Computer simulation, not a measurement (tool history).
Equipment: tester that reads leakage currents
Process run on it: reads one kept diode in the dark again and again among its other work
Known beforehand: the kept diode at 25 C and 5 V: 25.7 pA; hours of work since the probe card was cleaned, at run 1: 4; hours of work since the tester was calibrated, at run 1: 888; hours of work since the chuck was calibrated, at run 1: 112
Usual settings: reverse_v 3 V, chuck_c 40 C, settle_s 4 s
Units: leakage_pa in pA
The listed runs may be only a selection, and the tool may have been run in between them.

run	hour	reverse_v	chuck_c	settle_s	hours of work since the probe card was cleaned	hours of work since the tester was calibrated	hours of work since the chuck was calibrated	leakage_pa
1	0	3	40	4	4	888	112	61.13
2	51.9	3	40	4	25	909	134	61.25
3	98.2	3	40	4	44	928	152	61.12
4	139.1	3	40	4	61	944	169	61.12
5	212.2	3	40	0.99	90	974	199	60.93
6	257.9	3	50	4	109	993	217	122.48
7	304	3	50	4	128	1011	236	122.65
8	360.8	3	52	4	151	1034	259	139.17
9	432.5	3	52	4	180	1064	288	138.39
10	510.5	3	52	4	212	1095	320	139.02
11	578.8	3	52	4	239	1123	348	138.45
12	661.5	3	52	4	273	1157	382	137.41
13	742.3	4.18	32	2.36	306	1190	414	40.7
14	799	3	26	0.59	329	1213	438	22.51
15	866.1	3	26	0.59	356	1240	465	22.6
16	931.2	6.17	32	5.4	383	1266	491	49.8
17	994.9	6.17	32	5.4	409	1292	517	50.21
18	1030.8	6.17	32	5.4	423	1307	532	50.31
19	1075.6	3	40	2.23	442	1325	550	59.63
20	1130	3	37	1.08	464	1347	572	48.54
21	1179.2	3	50	3.21	484	1367	592	117.61
22	1240.2	3	50	3.21	509	1392	617	117.44
# hour 1292: chuck's temperature calibrated
23	1317.6	3	22	3.21	539	1423	10	19.33

Each row is a separate what-if for the run after 23, all from the same tool condition, not one after another. Results?
A	1384.5	3	25	1.03	566	1450	38	?
B	1384.5	9.68	29	1.72	566	1450	38	?
C	1384.5	1.38	52	3.21	566	1450	38	?
D	1384.5	3	28	3.21	566	1450	38	?

run	leakage_pa
A	24.07
B	61.28
C	101.17
D	29.14
With no hidden state in the tool, these same runs would have given:
run	leakage_pa
A	20.42
B	49.56
C	99.25
D	25.49

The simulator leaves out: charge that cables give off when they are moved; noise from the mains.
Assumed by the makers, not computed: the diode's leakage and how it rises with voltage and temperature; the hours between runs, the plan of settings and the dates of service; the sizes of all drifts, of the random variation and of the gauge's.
